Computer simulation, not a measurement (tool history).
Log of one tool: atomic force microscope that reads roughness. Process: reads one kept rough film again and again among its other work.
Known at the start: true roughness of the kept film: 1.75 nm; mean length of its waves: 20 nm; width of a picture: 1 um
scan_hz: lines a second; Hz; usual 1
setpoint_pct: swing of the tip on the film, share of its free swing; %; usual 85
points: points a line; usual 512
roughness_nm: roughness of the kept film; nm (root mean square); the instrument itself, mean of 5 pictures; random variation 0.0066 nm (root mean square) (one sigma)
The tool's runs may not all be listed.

{"run": 1, "hour": 0.0, "scan_hz": 1, "setpoint_pct": 85, "points": 512, "roughness_nm": 1.211}
{"run": 2, "hour": 7.1, "scan_hz": 1, "setpoint_pct": 85, "points": 512, "roughness_nm": 1.206}
{"run": 3, "hour": 19.9, "scan_hz": 0.59, "setpoint_pct": 85, "points": 512, "roughness_nm": 1.267}
{"run": 4, "hour": 27.6, "scan_hz": 0.59, "setpoint_pct": 85, "points": 512, "roughness_nm": 1.256}
{"run": 5, "hour": 36.2, "scan_hz": 0.59, "setpoint_pct": 85, "points": 512, "roughness_nm": 1.248}
{"run": 6, "hour": 47.2, "scan_hz": 0.59, "setpoint_pct": 83, "points": 512, "roughness_nm": 1.259}
{"run": 7, "hour": 56.7, "scan_hz": 0.59, "setpoint_pct": 83, "points": 512, "roughness_nm": 1.238}
{"run": 8, "hour": 68.7, "scan_hz": 1, "setpoint_pct": 85, "points": 920, "roughness_nm": 1.169}
{"run": 9, "hour": 78.9, "scan_hz": 1, "setpoint_pct": 85, "points": 282, "roughness_nm": 1.124}
{"run": 10, "hour": 88.4, "scan_hz": 1, "setpoint_pct": 85, "points": 512, "roughness_nm": 1.156}
{"run": 11, "hour": 99.3, "scan_hz": 1, "setpoint_pct": 85, "points": 512, "roughness_nm": 1.141}
{"run": 12, "hour": 110.9, "scan_hz": 1, "setpoint_pct": 85, "points": 512, "roughness_nm": 1.135}
{"run": 13, "hour": 119.2, "scan_hz": 1, "setpoint_pct": 85, "points": 512, "roughness_nm": 1.14}
{"run": 14, "hour": 126.8, "scan_hz": 1, "setpoint_pct": 85, "points": 512, "roughness_nm": 1.13}
{"run": 15, "hour": 135.9, "scan_hz": 1.13, "setpoint_pct": 85, "points": 512, "roughness_nm": 1.112}
{"run": 16, "hour": 147.6, "scan_hz": 3.23, "setpoint_pct": 85, "points": 512, "roughness_nm": 0.888}
{"hour": 153.5, "done": "new tip fitted"}
{"run": 17, "hour": 155.8, "scan_hz": 3.23, "setpoint_pct": 85, "points": 512, "roughness_nm": 1.031}
{"run": 18, "hour": 167.5, "scan_hz": 3.23, "setpoint_pct": 85, "points": 512, "roughness_nm": 1.024}
{"run": 19, "hour": 179.3, "scan_hz": 1, "setpoint_pct": 85, "points": 512, "roughness_nm": 1.273}
{"run": 20, "hour": 190.3, "scan_hz": 1, "setpoint_pct": 66, "points": 711, "roughness_nm": 1.388}
{"run": 21, "hour": 200.2, "scan_hz": 1, "setpoint_pct": 66, "points": 711, "roughness_nm": 1.372}
{"run": 22, "hour": 211.8, "scan_hz": 0.97, "setpoint_pct": 85, "points": 512, "roughness_nm": 1.247}
{"run": 23, "hour": 220.6, "scan_hz": 0.97, "setpoint_pct": 85, "points": 512, "roughness_nm": 1.244}
{"run": 24, "hour": 232.0, "scan_hz": 3.9, "setpoint_pct": 90, "points": 715, "roughness_nm": 0.861}
{"run": 25, "hour": 244.2, "scan_hz": 3.9, "setpoint_pct": 64, "points": 715, "roughness_nm": 1.202}
{"run": 26, "hour": 251.2, "scan_hz": 3.9, "setpoint_pct": 64, "points": 715, "roughness_nm": 1.183}
{"run": 27, "hour": 260.0, "scan_hz": 3.9, "setpoint_pct": 64, "points": 715, "roughness_nm": 1.184}
{"run": 28, "hour": 269.0, "scan_hz": 1.02, "setpoint_pct": 58, "points": 512, "roughness_nm": 1.323}
{"run": 29, "hour": 280.7, "scan_hz": 0.5, "setpoint_pct": 78, "points": 914, "roughness_nm": 1.305}
{"run": 30, "hour": 291.5, "scan_hz": 2.17, "setpoint_pct": 85, "points": 512, "roughness_nm": 1.056}
{"run": 31, "hour": 303.9, "scan_hz": 2.17, "setpoint_pct": 85, "points": 512, "roughness_nm": 1.04}
{"run": 32, "hour": 313.6, "scan_hz": 2.17, "setpoint_pct": 85, "points": 512, "roughness_nm": 1.045}
{"run": 33, "hour": 325.6, "scan_hz": 2.17, "setpoint_pct": 85, "points": 512, "roughness_nm": 1.032}
{"run": 34, "hour": 337.2, "scan_hz": 1.82, "setpoint_pct": 70, "points": 904, "roughness_nm": 1.196}
{"run": 35, "hour": 343.5, "scan_hz": 1.82, "setpoint_pct": 70, "points": 904, "roughness_nm": 1.185}
{"run": 36, "hour": 349.5, "scan_hz": 1.82, "setpoint_pct": 70, "points": 904, "roughness_nm": 1.191}
{"run": 37, "hour": 358.5, "scan_hz": 1.82, "setpoint_pct": 70, "points": 904, "roughness_nm": 1.185}

Forecast each of these 3 alternatives for the next run:
{"run": "A", "hour": 365.2, "scan_hz": 0.67, "setpoint_pct": 62, "points": 512, "roughness_nm": "?"}
{"run": "B", "hour": 365.2, "scan_hz": 1, "setpoint_pct": 75, "points": 287, "roughness_nm": "?"}
{"run": "C", "hour": 365.2, "scan_hz": 1, "setpoint_pct": 60, "points": 365, "roughness_nm": "?"}

run=A roughness_nm=1.269
run=B roughness_nm=1.183
run=C roughness_nm=1.245
Without the tool's hidden state the same runs would have given:
run=A roughness_nm=1.444
run=B roughness_nm=1.345
run=C roughness_nm=1.416

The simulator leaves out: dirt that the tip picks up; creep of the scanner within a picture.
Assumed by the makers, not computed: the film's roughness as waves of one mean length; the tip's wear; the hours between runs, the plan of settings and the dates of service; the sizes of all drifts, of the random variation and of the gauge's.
